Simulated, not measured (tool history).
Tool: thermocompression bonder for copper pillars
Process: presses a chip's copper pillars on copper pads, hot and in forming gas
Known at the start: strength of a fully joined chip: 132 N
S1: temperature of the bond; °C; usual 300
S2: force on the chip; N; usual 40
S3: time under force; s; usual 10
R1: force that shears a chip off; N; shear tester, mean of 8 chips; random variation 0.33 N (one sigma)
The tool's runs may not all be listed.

{"run": 1, "hour": 0.0, "S1": 300, "S2": 40, "S3": 10, "R1": 63.9}
{"run": 2, "hour": 33.6, "S1": 300, "S2": 40, "S3": 10, "R1": 63.6}
{"run": 3, "hour": 63.8, "S1": 300, "S2": 40, "S3": 10, "R1": 63.3}
{"run": 4, "hour": 80.5, "S1": 300, "S2": 40, "S3": 10, "R1": 63.4}
{"hour": 86.2, "done": "forming gas filter changed"}
{"run": 5, "hour": 102.3, "S1": 300, "S2": 40, "S3": 10, "R1": 64.7}
{"run": 6, "hour": 125.1, "S1": 300, "S2": 40, "S3": 10, "R1": 64.5}
{"run": 7, "hour": 149.2, "S1": 300, "S2": 40, "S3": 10, "R1": 64.5}
{"run": 8, "hour": 186.7, "S1": 300, "S2": 40, "S3": 10, "R1": 63.9}
{"run": 9, "hour": 213.0, "S1": 300, "S2": 40, "S3": 10, "R1": 63.6}
{"run": 10, "hour": 239.7, "S1": 299, "S2": 40, "S3": 10, "R1": 63.7}
{"run": 11, "hour": 267.1, "S1": 299, "S2": 40, "S3": 10, "R1": 63.5}
{"hour": 277.0, "done": "heater calibrated with a thermocouple chip"}
{"run": 12, "hour": 301.2, "S1": 299, "S2": 40, "S3": 10, "R1": 67.9}
{"run": 13, "hour": 320.9, "S1": 299, "S2": 40, "S3": 10, "R1": 67.2}
{"run": 14, "hour": 340.6, "S1": 299, "S2": 40, "S3": 10, "R1": 67.6}
{"run": 15, "hour": 375.6, "S1": 283, "S2": 40, "S3": 10, "R1": 58.8}
{"hour": 378.9, "done": "force cell calibrated"}
{"run": 16, "hour": 411.6, "S1": 283, "S2": 40, "S3": 10, "R1": 60.4}
{"run": 17, "hour": 448.2, "S1": 283, "S2": 40, "S3": 10, "R1": 59.9}
{"run": 18, "hour": 464.2, "S1": 327, "S2": 40, "S3": 10, "R1": 82.1}
{"hour": 472.4, "done": "force cell calibrated, once more"}
{"run": 19, "hour": 498.0, "S1": 300, "S2": 40, "S3": 10, "R1": 63.7}
{"run": 20, "hour": 521.2, "S1": 271, "S2": 40, "S3": 5, "R1": 37.2}
{"run": 21, "hour": 556.6, "S1": 274, "S2": 40, "S3": 7, "R1": 44.1}
{"run": 22, "hour": 577.1, "S1": 294, "S2": 45, "S3": 24, "R1": 86.7}
{"run": 23, "hour": 612.9, "S1": 305, "S2": 44, "S3": 10, "R1": 70.4}
{"run": 24, "hour": 645.2, "S1": 292, "S2": 37, "S3": 10, "R1": 55.5}
{"hour": 659.5, "done": "forming gas filter changed"}
{"run": 25, "hour": 676.0, "S1": 287, "S2": 32, "S3": 10, "R1": 49.0}
{"run": 26, "hour": 694.5, "S1": 329, "S2": 40, "S3": 10, "R1": 79.1}
{"run": 27, "hour": 710.8, "S1": 329, "S2": 36, "S3": 15, "R1": 83.9}
{"run": 28, "hour": 747.1, "S1": 329, "S2": 36, "S3": 12, "R1": 77.9}
{"run": 29, "hour": 772.4, "S1": 322, "S2": 36, "S3": 12, "R1": 74.5}
{"run": 30, "hour": 790.3, "S1": 304, "S2": 30, "S3": 10, "R1": 53.8}
{"run": 31, "hour": 807.2, "S1": 298, "S2": 44, "S3": 10, "R1": 67.3}
{"run": 32, "hour": 832.6, "S1": 298, "S2": 44, "S3": 10, "R1": 67.2}
{"run": 33, "hour": 860.0, "S1": 278, "S2": 45, "S3": 10, "R1": 58.2}
{"run": 34, "hour": 895.3, "S1": 278, "S2": 45, "S3": 10, "R1": 57.4}
{"run": 35, "hour": 918.6, "S1": 278, "S2": 45, "S3": 10, "R1": 57.1}
{"run": 36, "hour": 953.4, "S1": 278, "S2": 45, "S3": 10, "R1": 56.6}
{"run": 37, "hour": 985.1, "S1": 278, "S2": 45, "S3": 9, "R1": 55.0}
{"run": 38, "hour": 1007.2, "S1": 278, "S2": 32, "S3": 21, "R1": 57.6}

5 ways to go on from here, each from the tool as it stands after run 38. What would each give?
{"run": "A", "hour": 1039.7, "S1": 308, "S2": 33, "S3": 7, "R1": "?"}
{"run": "B", "hour": 1039.7, "S1": 278, "S2": 32, "S3": 17, "R1": "?"}
{"run": "C", "hour": 1039.7, "S1": 282, "S2": 44, "S3": 21, "R1": "?"}
{"run": "D", "hour": 1039.7, "S1": 317, "S2": 40, "S3": 14, "R1": "?"}
{"run": "E", "hour": 1039.7, "S1": 288, "S2": 40, "S3": 10, "R1": "?"}

run=A R1=50.5
run=B R1=52.9
run=C R1=73.7
run=D R1=79.2
run=E R1=56.4
Without the tool's hidden state the same runs would have given:
run=A R1=53.4
run=B R1=56.1
run=C R1=77.6
run=D R1=82.9
run=E R1=59.7

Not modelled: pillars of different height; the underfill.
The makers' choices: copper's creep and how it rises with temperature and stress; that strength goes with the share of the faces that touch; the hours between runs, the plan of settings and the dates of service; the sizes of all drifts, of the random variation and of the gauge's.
